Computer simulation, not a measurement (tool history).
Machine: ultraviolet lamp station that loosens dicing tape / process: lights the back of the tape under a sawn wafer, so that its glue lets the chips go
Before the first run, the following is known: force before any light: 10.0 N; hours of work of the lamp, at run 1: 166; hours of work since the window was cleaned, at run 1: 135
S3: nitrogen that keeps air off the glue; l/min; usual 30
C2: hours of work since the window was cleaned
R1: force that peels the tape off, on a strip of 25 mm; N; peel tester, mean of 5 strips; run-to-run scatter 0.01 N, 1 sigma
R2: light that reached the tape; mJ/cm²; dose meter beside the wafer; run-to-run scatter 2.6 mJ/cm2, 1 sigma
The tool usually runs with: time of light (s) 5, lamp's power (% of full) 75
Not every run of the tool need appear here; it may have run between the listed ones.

Run 1, day 0: usual settings; hours of work of the lamp 166; C2 135. Result: R1 0.544 N, R2 311 mJ/cm².
Run 2, day 0.488: usual settings; hours of work of the lamp 171; C2 140. Result: R1 0.514 N, R2 312 mJ/cm².
Run 3, day 0.842: usual settings; hours of work of the lamp 175; C2 143. Result: R1 0.536 N, R2 311 mJ/cm².
Run 4, day 1.221: usual settings; hours of work of the lamp 179; C2 147. Result: R1 0.529 N, R2 313 mJ/cm².
Run 5, day 1.596: usual settings but time of light (s) 7; hours of work of the lamp 183; C2 151. Result: R1 0.297 N, R2 436 mJ/cm².
Run 6, day 2.067: usual settings but time of light (s) 7; hours of work of the lamp 188; C2 156. Result: R1 0.292 N, R2 434 mJ/cm².
Run 7, day 2.512: usual settings but time of light (s) 7; hours of work of the lamp 192; C2 161. Result: R1 0.301 N, R2 428 mJ/cm².
Run 8, day 3.038: usual settings but time of light (s) 3; hours of work of the lamp 198; C2 166. Result: R1 1.478 N, R2 188 mJ/cm².
Run 9, day 3.3: usual settings but lamp's power (% of full) 79; hours of work of the lamp 201; C2 169. Result: R1 0.505 N, R2 324 mJ/cm².
Run 10, day 3.608: usual settings but lamp's power (% of full) 79; hours of work of the lamp 204; C2 172. Result: R1 0.495 N, R2 324 mJ/cm².
Run 11, day 3.9: usual settings but lamp's power (% of full) 79; hours of work of the lamp 207; C2 175. Result: R1 0.499 N, R2 318 mJ/cm².
Run 12, day 4.371: usual settings but S3 20 l/min; hours of work of the lamp 212; C2 180. Result: R1 0.795 N, R2 307 mJ/cm².
Run 13, day 4.817: usual settings but S3 20 l/min; hours of work of the lamp 216; C2 185. Result: R1 0.792 N, R2 306 mJ/cm².
Run 14, day 5.275: usual settings but S3 24 l/min; hours of work of the lamp 221; C2 190. Result: R1 0.7 N, R2 304 mJ/cm².
Run 15, day 5.758: usual settings but lamp's power (% of full) 86; hours of work of the lamp 226; C2 195. Result: R1 0.442 N, R2 349 mJ/cm².
Run 16, day 6.246: usual settings; hours of work of the lamp 231; C2 200. Result: R1 0.584 N, R2 299 mJ/cm².
Run 17, day 6.529: usual settings; hours of work of the lamp 234; C2 203. Result: R1 0.576 N, R2 299 mJ/cm².
Run 18, day 6.862: usual settings; hours of work of the lamp 238; C2 206. Result: R1 0.588 N, R2 296 mJ/cm².
Run 19, day 7.379: usual settings; hours of work of the lamp 243; C2 212. Result: R1 0.587 N, R2 300 mJ/cm².
Run 20, day 7.692: usual settings; hours of work of the lamp 246; C2 215. Result: R1 0.606 N, R2 301 mJ/cm².
Run 21, day 8.221: usual settings; hours of work of the lamp 252; C2 220. Result: R1 0.603 N, R2 300 mJ/cm².
Run 22, day 8.5: usual settings but lamp's power (% of full) 68; hours of work of the lamp 255; C2 223. Result: R1 0.724 N, R2 271 mJ/cm².
Run 23, day 8.842: usual settings but time of light (s) 3, lamp's power (% of full) 90, S3 24 l/min; hours of work of the lamp 258; C2 227. Result: R1 1.375 N, R2 215 mJ/cm².
Run 24, day 9.404: usual settings but time of light (s) 4, lamp's power (% of full) 60; hours of work of the lamp 264; C2 233. Result: R1 1.419 N, R2 189 mJ/cm².
Run 25, day 9.938: usual settings but time of light (s) 4, lamp's power (% of full) 60; hours of work of the lamp 270; C2 238. Result: R1 1.435 N, R2 188 mJ/cm².
At day 10.271: window cleaned of glue's vapour.
Run 26, day 10.292: usual settings but time of light (s) 2, lamp's power (% of full) 87, S3 35 l/min; hours of work of the lamp 273; C2 0. Result: R1 1.946 N, R2 150 mJ/cm².
Run 27, day 10.888: usual settings but time of light (s) 2, lamp's power (% of full) 87, S3 35 l/min; hours of work of the lamp 280; C2 6. Result: R1 1.88 N, R2 144 mJ/cm².
Run 28, day 11.35: usual settings but time of light (s) 2, lamp's power (% of full) 87, S3 35 l/min; hours of work of the lamp 284; C2 11. Result: R1 1.897 N, R2 150 mJ/cm².
Run 29, day 11.9: usual settings but lamp's power (% of full) 81, S3 23 l/min; hours of work of the lamp 290; C2 17. Result: R1 0.545 N, R2 347 mJ/cm².
Run 30, day 12.262: usual settings but time of light (s) 4, lamp's power (% of full) 79, S3 18 l/min; hours of work of the lamp 294; C2 21. Result: R1 1.135 N, R2 268 mJ/cm².
Run 31, day 12.521: usual settings but time of light (s) 4, lamp's power (% of full) 79, S3 18 l/min; hours of work of the lamp 297; C2 23. Result: R1 1.111 N, R2 264 mJ/cm².
Run 32, day 12.875: usual settings but time of light (s) 4, lamp's power (% of full) 79, S3 18 l/min; hours of work of the lamp 300; C2 27. Result: R1 1.134 N, R2 266 mJ/cm².
Run 33, day 13.362: usual settings but time of light (s) 4, lamp's power (% of full) 92; hours of work of the lamp 305; C2 32. Result: R1 0.547 N, R2 313 mJ/cm².
Run 34, day 13.675: usual settings but time of light (s) 4, lamp's power (% of full) 63, S3 10 l/min; hours of work of the lamp 309; C2 35. Result: R1 2.484 N, R2 211 mJ/cm².
Run 35, day 14.271: usual settings but time of light (s) 7, lamp's power (% of full) 85; hours of work of the lamp 315; C2 42. Result: R1 0.254 N, R2 502 mJ/cm².
Run 36, day 14.829: usual settings but time of light (s) 3, lamp's power (% of full) 99; hours of work of the lamp 321; C2 47. Result: R1 0.859 N, R2 251 mJ/cm².
Run 37, day 15.392: usual settings but time of light (s) 3, lamp's power (% of full) 99, S3 29 l/min; hours of work of the lamp 326; C2 53. Result: R1 0.896 N, R2 250 mJ/cm².
Run 38, day 15.867: usual settings but S3 11 l/min; hours of work of the lamp 331; C2 58. Result: R1 1.269 N, R2 314 mJ/cm².
Run 39, day 16.171: usual settings but lamp's power (% of full) 96, S3 20 l/min; hours of work of the lamp 335; C2 61. Result: R1 0.47 N, R2 400 mJ/cm².
Run 40, day 16.792: usual settings but time of light (s) 10, lamp's power (% of full) 80; hours of work of the lamp 341; C2 68. Result: R1 0.217 N, R2 666 mJ/cm².
Run 41, day 17.262: usual settings but time of light (s) 9, lamp's power (% of full) 76, S3 23 l/min; hours of work of the lamp 346; C2 73. Result: R1 0.268 N, R2 566 mJ/cm².
Run 42, day 17.525: usual settings but time of light (s) 4, lamp's power (% of full) 71, S3 14 l/min; hours of work of the lamp 349; C2 76. Result: R1 1.773 N, R2 232 mJ/cm².
Run 43, day 17.838: usual settings but time of light (s) 10, lamp's power (% of full) 93, S3 21 l/min; hours of work of the lamp 352; C2 79. Result: R1 0.224 N, R2 763 mJ/cm².
Run 44, day 18.333: usual settings but time of light (s) 10, lamp's power (% of full) 93, S3 21 l/min; hours of work of the lamp 357; C2 84. Result: R1 0.217 N, R2 758 mJ/cm².

Consider 4 possible next runs. They are alternatives, not a sequence: every one starts from the tool as it was left by run 44. What does each give?
Run A, day 18.7: usual settings but lamp's power (% of full) 93, S3 21 l/min; hours of work of the lamp 361; C2 88. Result: R1 ?, R2 ?.
Run B, day 18.7: usual settings but time of light (s) 8, lamp's power (% of full) 65, S3 60 l/min; hours of work of the lamp 361; C2 88. Result: R1 ?, R2 ?.
Run C, day 18.7: usual settings but time of light (s) 10, lamp's power (% of full) 93, S3 13 l/min; hours of work of the lamp 361; C2 88. Result: R1 ?, R2 ?.
Run D, day 18.7: usual settings but time of light (s) 10, lamp's power (% of full) 93, S3 11 l/min; hours of work of the lamp 361; C2 88. Result: R1 ?, R2 ?.

run     R1   R2
  A  0.473  378
  B   0.24  428
  C  0.245  763
  D  0.267  758
What these runs would have given with no unlogged condition in the tool:
run     R1   R2
  A  0.375  427
  B  0.227  483
  C  0.229  862
  D  0.244  856
